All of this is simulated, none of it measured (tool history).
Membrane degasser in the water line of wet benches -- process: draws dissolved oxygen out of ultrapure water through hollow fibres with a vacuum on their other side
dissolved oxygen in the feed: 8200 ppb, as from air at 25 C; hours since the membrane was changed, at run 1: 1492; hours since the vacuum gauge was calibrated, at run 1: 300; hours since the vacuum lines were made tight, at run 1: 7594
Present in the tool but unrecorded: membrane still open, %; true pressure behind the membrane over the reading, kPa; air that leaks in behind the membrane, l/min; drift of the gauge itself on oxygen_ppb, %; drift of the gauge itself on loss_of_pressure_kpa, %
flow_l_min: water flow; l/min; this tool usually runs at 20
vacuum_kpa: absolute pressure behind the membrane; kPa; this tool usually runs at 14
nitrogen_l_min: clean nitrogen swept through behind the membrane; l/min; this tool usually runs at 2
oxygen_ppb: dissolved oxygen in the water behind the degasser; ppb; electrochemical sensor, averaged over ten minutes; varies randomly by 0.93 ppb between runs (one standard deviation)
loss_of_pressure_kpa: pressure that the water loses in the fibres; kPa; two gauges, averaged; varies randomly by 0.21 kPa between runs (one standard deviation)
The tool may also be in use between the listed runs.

| run | day | flow_l_min | vacuum_kpa | nitrogen_l_min | hours since the membrane was changed | hours since the vacuum gauge was calibrated | hours since the vacuum lines were made tight | oxygen_ppb | loss_of_pressure_kpa |
|---|---|---|---|---|---|---|---|---|---|
| 1 | 0 | 20 | 14 | 2 | 1492 | 300 | 7594 | 264.6 | 47.12 |
| 2 | 2.808 | 13 | 14 | 2 | 1560 | 368 | 7661 | 174.3 | 30.79 |
| 3 | 4.758 | 20 | 14 | 2.26 | 1606 | 415 | 7708 | 236.8 | 47.02 |
| 4 | 7.883 | 20 | 9.9 | 2.26 | 1681 | 490 | 7783 | 153.5 | 46.99 |
| 5 | 10.512 | 20 | 9.9 | 2.26 | 1744 | 553 | 7846 | 154.7 | 47.61 |
| 6 | 12.475 | 20 | 9.9 | 2.26 | 1792 | 600 | 7893 | 154.1 | 47.22 |
| 7 | 14.496 | 20 | 14 | 2 | 1840 | 648 | 7942 | 265.4 | 47.36 |
| 8 | 17.558 | 23 | 11 | 2 | 1914 | 722 | 8015 | 229.1 | 54.21 |
| 9 | 20.267 | 14 | 19.1 | 2 | 1979 | 787 | 8080 | 273.3 | 33.08 |
| 10 | 21.842 | 16 | 19.1 | 3.64 | 2016 | 825 | 8118 | 177.7 | 37.56 |
| 11 | 25.283 | 31 | 26.4 | 1.91 | 2099 | 907 | 8201 | 835.5 | 73.23 |
| 12 | 28.629 | 19 | 25 | 0.92 | 2179 | 987 | 8281 | 924 | 44.9 |
| 13 | 31.317 | 20 | 28.1 | 1.52 | 2244 | 1052 | 8345 | 729.3 | 47.22 |

What if the next run were any one of these 4? Each begins from the tool's condition after run 13:
| A | 33.062 | 14 | 17.6 | 1.52 | 2286 | 1094 | 8387 | ? | ? |
| B | 33.062 | 30 | 28.1 | 2.72 | 2286 | 1094 | 8387 | ? | ? |
| C | 33.062 | 26 | 10.6 | 1.49 | 2286 | 1094 | 8387 | ? | ? |
| D | 33.062 | 22 | 13.7 | 4.47 | 2286 | 1094 | 8387 | ? | ? |

| run | oxygen_ppb | loss_of_pressure_kpa |
|---|---|---|
| A | 318.3 | 32.85 |
| B | 652.3 | 71.1 |
| C | 317.6 | 61.07 |
| D | 144.6 | 51.27 |
Had the tool no hidden state, the same runs would have come out as:
| run | oxygen_ppb | loss_of_pressure_kpa |
|---|---|---|
| A | 307.6 | 32.46 |
| B | 640.4 | 70.25 |
| C | 310.5 | 60.34 |
| D | 140 | 50.66 |
